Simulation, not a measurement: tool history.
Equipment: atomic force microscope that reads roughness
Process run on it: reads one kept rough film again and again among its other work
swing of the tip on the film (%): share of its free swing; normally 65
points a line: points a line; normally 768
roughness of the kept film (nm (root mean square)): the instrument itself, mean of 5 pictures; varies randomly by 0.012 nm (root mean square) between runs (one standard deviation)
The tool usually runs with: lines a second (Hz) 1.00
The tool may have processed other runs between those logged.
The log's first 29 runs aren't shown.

run,hour,lines a second (Hz),swing of the tip on the film (%),points a line,roughness of the kept film (nm (root mean square))
30,463.4,3.08,89,848,1.995
31,479.4,0.75,58,430,2.847
32,494.6,3.09,60,768,2.662
33,511.4,3.09,60,768,2.676
34,524.7,0.90,72,768,2.793
35,540.5,2.03,64,321,2.656
36,560.3,2.03,64,321,2.644
37,576.5,1.88,56,526,2.786
38,590.6,2.00,66,580,2.672

Consider 5 possible next runs. They are alternatives, not a sequence: every one starts from the tool as it was left by run 38. What does each give?
# hour 592.9: new tip fitted
A,600.2,1.19,89,292,?
# hour 592.9: new tip fitted
B,600.2,1.00,59,768,?
# hour 592.9: new tip fitted
C,600.2,0.79,60,582,?
# hour 592.9: new tip fitted
D,600.2,2.01,65,768,?
# hour 592.9: new tip fitted
E,600.2,1.00,76,676,?

run,roughness of the kept film (nm (root mean square))
A,2.420
B,2.859
C,2.872
D,2.724
E,2.711
Without the tool's hidden state the same runs would have given:
run,roughness of the kept film (nm (root mean square))
A,2.420
B,2.859
C,2.872
D,2.724
E,2.711

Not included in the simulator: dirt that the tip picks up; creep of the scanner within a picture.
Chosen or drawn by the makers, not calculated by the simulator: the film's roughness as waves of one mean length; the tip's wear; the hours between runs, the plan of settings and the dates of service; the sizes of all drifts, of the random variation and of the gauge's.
